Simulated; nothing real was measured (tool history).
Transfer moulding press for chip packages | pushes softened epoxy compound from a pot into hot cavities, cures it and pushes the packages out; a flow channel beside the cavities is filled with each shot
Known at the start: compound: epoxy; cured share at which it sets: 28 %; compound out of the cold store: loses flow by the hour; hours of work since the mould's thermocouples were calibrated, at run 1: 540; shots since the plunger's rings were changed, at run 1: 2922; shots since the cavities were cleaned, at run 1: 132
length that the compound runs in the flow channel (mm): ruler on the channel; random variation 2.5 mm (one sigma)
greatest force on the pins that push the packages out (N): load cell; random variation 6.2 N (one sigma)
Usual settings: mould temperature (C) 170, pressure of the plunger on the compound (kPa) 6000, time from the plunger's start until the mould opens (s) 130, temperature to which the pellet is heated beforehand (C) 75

run	hour	mould temperature (C)	pressure of the plunger on the compound (kPa)	time from the plunger's start until the mould opens (s)	temperature to which the pellet is heated beforehand (C)	hours of work since the mould's thermocouples were calibrated	shots since the plunger's rings were changed	shots since the cavities were cleaned	incoming compound's hours out of the cold store	length that the compound runs in the flow channel (mm)	greatest force on the pins that push the packages out (N)
1	0.0	170	6000	130	75	540	2922	132	41.5	624	287
# hour 30.1: cavities cleaned with cleaning compound and waxed
2	38.5	170	6000	130	75	570	3352	97	23.6	679	284
# hour 63.8: plunger's sealing rings changed
# hour 74.4: cavities cleaned with cleaning compound and waxed
3	74.9	170	6000	130	75	595	112	5	22.8	715	256
4	113.8	170	6000	130	75	626	565	458	18.3	728	359
# hour 121.1: cavities cleaned with cleaning compound and waxed
5	151.5	170	6000	116	75	655	985	352	29.7	679	366
# hour 165.0: cavities cleaned with cleaning compound and waxed
# hour 207.5: cavities cleaned with cleaning compound and waxed
6	225.3	170	6000	116	75	711	1809	207	22.9	698	334
# hour 250.3: cavities cleaned with cleaning compound and waxed
7	268.9	170	6000	116	75	744	2299	216	25.8	680	318
# hour 294.0: cavities cleaned with cleaning compound and waxed
8	319.4	170	6000	116	75	783	2869	296	27.5	666	355
# hour 336.5: cavities cleaned with cleaning compound and waxed
9	352.5	170	6000	116	75	808	3237	187	29.1	657	337
# hour 359.0: mould's thermocouples calibrated
# hour 381.5: cavities cleaned with cleaning compound and waxed
# hour 391.2: plunger's sealing rings changed
# hour 431.6: cavities cleaned with cleaning compound and waxed
10	434.8	170	6000	116	75	56	490	38	44.6	640	305
# hour 473.6: cavities cleaned with cleaning compound and waxed
11	510.0	175	6000	130	75	114	1346	423	47.2	607	328
# hour 515.1: cavities cleaned with cleaning compound and waxed
12	542.0	175	6000	130	75	138	1701	313	34.1	650	312
# hour 562.3: cavities cleaned with cleaning compound and waxed
13	585.4	175	6000	130	75	172	2188	268	30.8	654	303
# hour 606.7: cavities cleaned with cleaning compound and waxed
14	632.3	166	6000	151	75	208	2716	298	39.8	638	329
# hour 648.5: cavities cleaned with cleaning compound and waxed
15	666.3	165	6000	129	75	234	3094	207	17.1	726	397
# hour 691.6: cavities cleaned with cleaning compound and waxed
# hour 716.5: plunger's sealing rings changed
16	717.6	165	6000	129	75	271	12	273	33.8	700	395
# hour 742.1: cavities cleaned with cleaning compound and waxed
# hour 784.4: cavities cleaned with cleaning compound and waxed
17	796.0	164	5950	141	83	331	890	136	12.6	776	347
# hour 827.0: cavities cleaned with cleaning compound and waxed
# hour 871.3: cavities cleaned with cleaning compound and waxed
18	871.3	164	5950	141	83	388	1730	0	42.4	649	286
# hour 915.7: cavities cleaned with cleaning compound and waxed
19	922.4	166	6000	156	75	428	2307	78	42.6	637	290
# hour 962.8: cavities cleaned with cleaning compound and waxed
20	965.7	174	5070	156	76	461	2793	34	13.0	662	254
# hour 1008.2: cavities cleaned with cleaning compound and waxed
21	1012.0	163	5420	130	75	496	3314	44	41.1	603	367
# hour 1043.9: plunger's sealing rings changed
# hour 1053.6: cavities cleaned with cleaning compound and waxed
22	1061.0	167	7090	123	80	532	181	85	19.3	811	345
# hour 1099.6: cavities cleaned with cleaning compound and waxed
23	1106.5	167	7090	123	80	567	693	80	21.7	790	341
# hour 1144.5: cavities cleaned with cleaning compound and waxed
24	1172.3	167	6510	123	80	618	1441	323	42.3	667	370
# hour 1187.4: cavities cleaned with cleaning compound and waxed
25	1213.6	177	4560	162	78	649	1904	304	22.9	593	314
# hour 1233.9: cavities cleaned with cleaning compound and waxed
# hour 1277.9: cavities cleaned with cleaning compound and waxed
26	1288.6	163	5580	121	81	707	2742	125	18.8	703	472

4 ways to go on from here, each from the tool as it stands after run 26. What would each give?
# hour 1321.6: cavities cleaned with cleaning compound and waxed
A	1341.8	169	5580	116	81	748	3342	235	41.5	?	?
# hour 1321.6: cavities cleaned with cleaning compound and waxed
B	1341.8	174	5580	121	74	748	3342	235	24.2	?	?
# hour 1321.6: cavities cleaned with cleaning compound and waxed
C	1341.8	170	5010	130	75	748	3342	235	19.3	?	?
# hour 1321.6: cavities cleaned with cleaning compound and waxed
D	1341.8	162	5580	157	75	748	3342	235	8.9	?	?

run	length that the compound runs in the flow channel (mm)	greatest force on the pins that push the packages out (N)
A	594	337
B	638	300
C	635	311
D	738	351
Without the tool's hidden state the same runs would have given:
run	length that the compound runs in the flow channel (mm)	greatest force on the pins that push the packages out (N)
A	633	293
B	680	251
C	677	264
D	787	308

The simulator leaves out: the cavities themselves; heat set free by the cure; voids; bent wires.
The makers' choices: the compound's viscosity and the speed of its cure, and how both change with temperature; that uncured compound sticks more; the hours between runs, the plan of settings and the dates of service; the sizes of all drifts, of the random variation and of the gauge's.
